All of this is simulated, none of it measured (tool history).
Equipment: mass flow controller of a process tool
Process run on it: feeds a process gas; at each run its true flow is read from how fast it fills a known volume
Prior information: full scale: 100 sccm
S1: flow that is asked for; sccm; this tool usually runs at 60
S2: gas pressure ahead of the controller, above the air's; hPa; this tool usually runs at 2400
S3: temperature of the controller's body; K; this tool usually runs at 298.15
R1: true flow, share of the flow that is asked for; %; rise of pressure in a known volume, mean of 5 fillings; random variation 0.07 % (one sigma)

Run 1, day 0: usual settings. Result: R1 99.99 %.
Run 2, day 12.262: usual settings but S2 1730 hPa. Result: R1 100.59 %.
Run 3, day 23.942: usual settings but S3 295.15 K. Result: R1 100.01 %.
Run 4, day 39.067: usual settings but S3 295.15 K. Result: R1 100.24 %.
Run 5, day 49.842: usual settings. Result: R1 100.39 %.
At day 51.246: controller's zero set anew.
Run 6, day 63.229: usual settings. Result: R1 100.54 %.
Run 7, day 72.871: usual settings. Result: R1 100.61 %.
Run 8, day 81.112: usual settings but S1 11 sccm, S2 2690 hPa. Result: R1 101.42 %.
Run 9, day 96.088: usual settings but S1 55 sccm, S2 1760 hPa, S3 311.15 K. Result: R1 101.83 %.
Run 10, day 104.754: usual settings but S1 46 sccm, S2 2570 hPa. Result: R1 100.49 %.
At day 110.446: controller's zero set anew, once more.
Run 11, day 112.85: usual settings but S2 2280 hPa, S3 310.15 K. Result: R1 101.04 %.
Run 12, day 128.129: usual settings but S1 11 sccm, S2 1660 hPa, S3 310.15 K. Result: R1 100.74 %.
At day 133.008: controller exchanged for a calibrated one.
Run 13, day 140.129: usual settings but S1 21 sccm, S2 1520 hPa, S3 304.15 K. Result: R1 99.41 %.
Run 14, day 150.492: usual settings but S1 21 sccm, S2 1630 hPa, S3 300.15 K. Result: R1 99.16 %.

What would each run have given without the hidden state, its run-to-run variation left as it was?
The tool's hidden condition here consists of: flow at rest that the sensor doesn't see, % of full scale; true flow over the shown one, %; drift of the gauge itself on true_pct, %.
run     R1
  1  98.74
  2  99.27
  3  98.63
  4  98.77
  5  98.86
  6  98.82
  7  98.83
  8  97.56
  9  99.87
 10  98.37
 11  99.55
 12  98.75
 13  99.01
 14  98.66

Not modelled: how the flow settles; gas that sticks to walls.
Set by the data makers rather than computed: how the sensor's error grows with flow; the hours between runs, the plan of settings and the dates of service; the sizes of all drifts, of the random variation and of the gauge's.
